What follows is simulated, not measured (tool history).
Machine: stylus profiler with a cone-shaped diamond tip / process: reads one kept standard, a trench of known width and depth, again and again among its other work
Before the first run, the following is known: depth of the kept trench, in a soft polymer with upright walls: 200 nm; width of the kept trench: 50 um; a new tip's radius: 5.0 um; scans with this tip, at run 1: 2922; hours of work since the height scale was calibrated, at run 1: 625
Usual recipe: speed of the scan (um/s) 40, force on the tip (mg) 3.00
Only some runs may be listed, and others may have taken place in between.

| run | day | speed of the scan (um/s) | force on the tip (mg) | scans with this tip | hours of work since the height scale was calibrated | depth of the trench (Å) | width of the trench's floor (nm) |
|---|---|---|---|---|---|---|---|
| 1 | 0.000 | 40 | 3.00 | 2922 | 625 | 2029.1 | 46890 |
| 2 | 2.817 | 40 | 3.00 | 3152 | 675 | 2028.0 | 46850 |
| 3 | 4.404 | 40 | 3.00 | 3282 | 702 | 2029.1 | 46880 |
| 4 | 7.738 | 144 | 3.00 | 3555 | 761 | 2029.5 | 46320 |
| 5 | 11.271 | 40 | 3.93 | 3844 | 823 | 2034.1 | 46900 |
| 6 | 14.321 | 40 | 3.93 | 4094 | 876 | 2034.1 | 46860 |
| 7 | 16.908 | 40 | 3.93 | 4305 | 921 | 2035.7 | 46880 |
| 8 | 19.746 | 40 | 3.00 | 4538 | 971 | 2030.8 | 46820 |
| 9 | 21.946 | 40 | 3.00 | 4718 | 1010 | 2032.0 | 46850 |
|  | 24.229 | height scale calibrated on a step standard |
| 10 | 24.421 | 40 | 3.00 | 4918 | 3 | 2033.5 | 46820 |
| 11 | 26.142 | 40 | 3.00 | 5059 | 33 | 2032.6 | 46780 |
| 12 | 28.400 | 18 | 5.33 | 5244 | 73 | 2046.6 | 46980 |
| 13 | 31.904 | 18 | 5.33 | 5531 | 134 | 2045.7 | 46850 |
| 14 | 35.167 | 80 | 1.65 | 5798 | 191 | 2025.2 | 46440 |
| 15 | 36.654 | 80 | 1.65 | 5919 | 218 | 2025.9 | 46430 |
|  | 38.896 | height scale calibrated on a step standard, once more |
| 16 | 39.912 | 16 | 6.56 | 6184 | 18 | 2043.9 | 46900 |
| 17 | 41.392 | 16 | 6.56 | 6305 | 44 | 2044.4 | 46890 |
| 18 | 44.454 | 58 | 3.37 | 6556 | 97 | 2030.1 | 46620 |
| 19 | 46.721 | 40 | 1.06 | 6741 | 137 | 2013.7 | 46610 |
| 20 | 48.208 | 32 | 7.39 | 6863 | 163 | 2048.7 | 46800 |
| 21 | 50.100 | 32 | 7.39 | 7018 | 196 | 2048.9 | 46800 |
| 22 | 53.617 | 136 | 1.94 | 7306 | 258 | 2019.8 | 46060 |

Predict each of these 4 candidate next runs independently; none follows another, all start after run 22:
| A | 56.746 | 136 | 7.13 | 7562 | 313 | ? | ? |
| B | 56.746 | 93 | 2.54 | 7562 | 313 | ? | ? |
| C | 56.746 | 33 | 2.95 | 7562 | 313 | ? | ? |
| D | 56.746 | 26 | 4.81 | 7562 | 313 | ? | ? |

| run | depth of the trench (Å) | width of the trench's floor (nm) |
|---|---|---|
| A | 2048.7 | 46430 |
| B | 2024.8 | 46420 |
| C | 2027.2 | 46770 |
| D | 2036.7 | 46830 |
What these runs would have given with no unlogged condition in the tool:
| run | depth of the trench (Å) | width of the trench's floor (nm) |
|---|---|---|
| A | 2047.1 | 46720 |
| B | 2023.2 | 46710 |
| C | 2025.6 | 47060 |
| D | 2035.1 | 47120 |
